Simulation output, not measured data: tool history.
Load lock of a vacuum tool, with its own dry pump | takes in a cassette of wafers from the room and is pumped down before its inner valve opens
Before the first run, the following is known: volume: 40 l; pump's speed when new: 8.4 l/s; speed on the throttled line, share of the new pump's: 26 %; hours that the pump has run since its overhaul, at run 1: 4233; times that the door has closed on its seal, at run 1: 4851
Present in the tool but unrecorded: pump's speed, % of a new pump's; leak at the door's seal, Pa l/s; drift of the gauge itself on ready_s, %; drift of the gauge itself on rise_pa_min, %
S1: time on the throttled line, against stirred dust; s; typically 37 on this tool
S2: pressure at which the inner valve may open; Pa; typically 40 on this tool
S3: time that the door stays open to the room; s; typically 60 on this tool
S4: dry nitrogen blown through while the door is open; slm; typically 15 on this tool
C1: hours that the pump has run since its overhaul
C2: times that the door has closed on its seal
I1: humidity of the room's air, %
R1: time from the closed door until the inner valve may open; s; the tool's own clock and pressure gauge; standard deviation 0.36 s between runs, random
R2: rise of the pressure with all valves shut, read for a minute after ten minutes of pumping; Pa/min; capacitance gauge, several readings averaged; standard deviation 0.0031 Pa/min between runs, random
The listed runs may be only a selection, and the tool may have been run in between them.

{"run": 1, "hour": 0.0, "S1": 37, "S2": 40, "S3": 60, "S4": 15, "C1": 4233, "C2": 4851, "I1": 45.0, "R1": 66.5, "R2": 0.065}
{"run": 2, "hour": 141.8, "S1": 37, "S2": 40, "S3": 60, "S4": 15, "C1": 4375, "C2": 5196, "I1": 44.6, "R1": 68.0, "R2": 0.065}
{"run": 3, "hour": 247.7, "S1": 37, "S2": 40, "S3": 60, "S4": 15, "C1": 4481, "C2": 5453, "I1": 49.0, "R1": 67.8, "R2": 0.071}
{"run": 4, "hour": 391.9, "S1": 37, "S2": 40, "S3": 60, "S4": 15, "C1": 4625, "C2": 5803, "I1": 47.3, "R1": 66.7, "R2": 0.071}
{"run": 5, "hour": 520.9, "S1": 55, "S2": 40, "S3": 60, "S4": 15, "C1": 4754, "C2": 6117, "I1": 47.6, "R1": 80.6, "R2": 0.073}
{"run": 6, "hour": 620.4, "S1": 37, "S2": 41, "S3": 60, "S4": 15, "C1": 4854, "C2": 6358, "I1": 44.1, "R1": 67.5, "R2": 0.066}
{"run": 7, "hour": 724.6, "S1": 37, "S2": 40, "S3": 60, "S4": 15, "C1": 4958, "C2": 6611, "I1": 43.1, "R1": 67.8, "R2": 0.071}
{"run": 8, "hour": 920.0, "S1": 37, "S2": 40, "S3": 60, "S4": 15, "C1": 5153, "C2": 7086, "I1": 46.2, "R1": 67.8, "R2": 0.066}
{"run": 9, "hour": 1021.7, "S1": 37, "S2": 40, "S3": 60, "S4": 15, "C1": 5255, "C2": 7333, "I1": 45.5, "R1": 67.6, "R2": 0.07}
{"run": 10, "hour": 1219.2, "S1": 37, "S2": 40, "S3": 60, "S4": 15, "C1": 5452, "C2": 7813, "I1": 44.5, "R1": 67.6, "R2": 0.074}
{"run": 11, "hour": 1333.2, "S1": 18, "S2": 40, "S3": 157, "S4": 15, "C1": 5566, "C2": 8090, "I1": 45.9, "R1": 54.6, "R2": 0.13}
{"run": 12, "hour": 1459.0, "S1": 62, "S2": 69, "S3": 192, "S4": 28, "C1": 5692, "C2": 8395, "I1": 43.1, "R1": 82.8, "R2": 0.113}
{"run": 13, "hour": 1553.4, "S1": 62, "S2": 69, "S3": 106, "S4": 14, "C1": 5787, "C2": 8625, "I1": 42.7, "R1": 83.3, "R2": 0.094}

For run 14, what comes out?
{"run": 14, "hour": 1666.4, "S1": 62, "S2": 69, "S3": 46, "S4": 32, "C1": 5900, "C2": 8899, "I1": 41.8, "R1": "?", "R2": "?"}

Run 14 came out at R1 83.5 s, R2 0.046 Pa/min.
The same run, on a tool lacking any hidden state, would have yielded R1 81.2 s, R2 0.029 Pa/min.

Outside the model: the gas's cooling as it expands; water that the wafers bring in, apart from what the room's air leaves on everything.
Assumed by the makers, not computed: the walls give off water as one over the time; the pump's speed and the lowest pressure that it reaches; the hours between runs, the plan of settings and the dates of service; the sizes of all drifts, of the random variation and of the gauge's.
